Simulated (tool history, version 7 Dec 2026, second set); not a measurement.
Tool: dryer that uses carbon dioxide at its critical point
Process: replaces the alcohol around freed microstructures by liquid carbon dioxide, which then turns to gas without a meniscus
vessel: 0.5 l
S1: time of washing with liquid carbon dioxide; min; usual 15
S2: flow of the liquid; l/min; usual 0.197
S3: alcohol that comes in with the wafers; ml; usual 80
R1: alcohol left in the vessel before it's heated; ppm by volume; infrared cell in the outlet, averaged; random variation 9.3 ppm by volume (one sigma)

run   hour  S1     S2   S3    R1
  1      0  15  0.197   80   639
  2   33.4  15  0.197   80   667
  3   61.1  15  0.197   80   686
  4   91.5  15  0.197   80   713
  5    119  15  0.141   80  2974
  6  142.5  15  0.141   80  2986
  7  180.1  15  0.197   80   739
  8  202.3  15  0.197   80   742
  9  218.4  15  0.259   80   195
 10    237  15  0.259   80   203
 11  262.1  15  0.197   80   777
 12  299.4  15  0.197   80   795
 13    330  15  0.197   80   799
 14  353.7  15  0.211   80   592
 15  387.6  15  0.197   80   848
 16    426  12  0.197   80  2383
 17  441.6  12  0.197   43  1304
 18  468.1  12  0.197   43  1313
 19    495  12  0.197   43  1312
 20  521.6  12  0.197   43  1382
 21  537.5  12  0.197   43  1354
 22  558.8  13  0.197   80  1794
 23  576.4  15  0.197   35   449
 24  603.4  10  0.212   22  1134
 25    622  16  0.278   35   100
 26  657.1  20  0.207  104   223
 27  690.9  12  0.124   39  5780
 28  708.4  11  0.144   67  8213

Run 29 comes next. What will it give?
 29  738.1  10  0.168  80   ?

Run 29 gave R1 8569 ppm by volume.
Without the tool's hidden state the same run would have given R1 5985 ppm by volume.

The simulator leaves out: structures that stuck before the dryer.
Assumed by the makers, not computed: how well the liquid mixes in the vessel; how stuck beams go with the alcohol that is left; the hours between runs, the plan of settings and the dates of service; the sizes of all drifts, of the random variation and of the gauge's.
